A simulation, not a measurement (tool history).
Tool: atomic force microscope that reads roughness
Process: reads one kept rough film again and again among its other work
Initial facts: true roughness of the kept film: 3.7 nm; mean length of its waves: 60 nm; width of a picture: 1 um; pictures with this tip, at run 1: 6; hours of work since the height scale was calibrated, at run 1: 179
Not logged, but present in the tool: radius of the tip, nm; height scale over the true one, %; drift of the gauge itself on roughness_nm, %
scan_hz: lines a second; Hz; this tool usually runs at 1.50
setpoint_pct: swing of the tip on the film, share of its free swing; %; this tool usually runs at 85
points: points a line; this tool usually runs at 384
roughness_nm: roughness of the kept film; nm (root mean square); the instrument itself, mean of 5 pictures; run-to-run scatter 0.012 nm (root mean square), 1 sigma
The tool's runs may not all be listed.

run	day	scan_hz	setpoint_pct	points	pictures with this tip	hours of work since the height scale was calibrated	roughness_nm
1	0.000	1.50	85	384	6	179	2.954
2	0.183	1.50	85	384	13	182	2.945
3	0.550	1.50	61	384	25	187	3.342
4	0.788	1.50	85	384	34	191	2.946
5	1.033	1.50	85	384	42	195	2.947
6	1.279	1.38	85	384	50	198	3.003
7	1.488	1.38	85	384	58	201	3.011
8	1.733	1.38	85	298	66	205	2.994
9	2.038	1.38	85	298	77	210	2.991
10	2.362	2.14	85	298	88	215	2.755
11	2.758	2.14	85	298	101	221	2.745
12	2.942	2.14	85	298	108	224	2.747
13	3.200	0.76	85	384	117	228	3.217
# day 3.400: new tip fitted
14	3.538	1.50	85	657	5	232	2.957
15	3.879	1.50	85	657	16	238	2.944
16	4.058	1.50	85	657	23	240	2.938
17	4.300	1.50	85	657	31	244	2.966
18	4.508	1.80	85	384	38	247	2.849
19	4.717	1.80	85	384	45	250	2.870
20	4.975	1.80	85	384	54	254	2.822
21	5.238	1.50	81	384	63	258	3.043
22	5.417	1.50	71	384	69	261	3.228
23	5.725	1.50	71	384	80	266	3.227
24	5.908	1.50	71	384	86	268	3.249
25	6.179	1.50	71	384	95	273	3.225
26	6.412	1.50	71	384	103	276	3.246
27	6.646	1.50	85	384	112	280	2.934
28	6.921	1.35	85	384	121	284	2.982
# day 6.983: new tip fitted
29	7.258	1.50	57	703	10	289	3.403
30	7.600	1.50	57	703	22	294	3.396
31	8.000	0.85	72	860	35	300	3.370
32	8.371	1.99	59	834	48	306	3.335
33	8.567	1.50	61	297	55	309	3.379
34	8.883	3.32	62	669	66	313	3.149
35	9.054	1.47	66	489	72	316	3.298
36	9.229	2.35	60	384	78	319	3.290
37	9.571	0.98	74	356	90	324	3.312
38	9.892	1.93	56	665	101	329	3.406
39	10.167	1.50	76	790	110	333	3.139
40	10.429	1.50	76	790	119	337	3.140
# day 10.542: new tip fitted
41	10.700	1.50	76	790	6	341	3.156
42	10.958	1.50	76	790	15	345	3.142
43	11.146	1.50	84	704	21	348	2.972
44	11.429	1.50	58	421	31	352	3.387
45	11.808	0.76	61	470	44	358	3.453
46	11.992	0.77	62	487	50	360	3.452
47	12.354	0.56	62	656	63	366	3.485
48	12.558	0.56	62	656	70	369	3.460
49	12.754	0.57	62	384	76	372	3.480
50	12.975	0.57	62	384	84	375	3.449
51	13.162	1.63	64	384	91	378	3.299
52	13.562	1.10	84	384	104	384	3.109
53	13.988	0.59	84	334	119	391	3.297

Consider 4 possible next runs. They are alternatives, not a sequence: every one starts from the tool as it was left by run 53. What does each give?
# day 14.096: new tip fitted
A	14.329	0.59	62	334	8	396	?
# day 14.096: new tip fitted
B	14.329	1.50	85	513	8	396	?
# day 14.096: new tip fitted
C	14.329	0.53	56	306	8	396	?
# day 14.096: new tip fitted
D	14.329	1.73	68	334	8	396	?

run	roughness_nm
A	3.490
B	2.964
C	3.516
D	3.243
Take away the tool's hidden state, keep each run's random variation, and the runs would have read:
run	roughness_nm
A	3.491
B	2.965
C	3.516
D	3.244
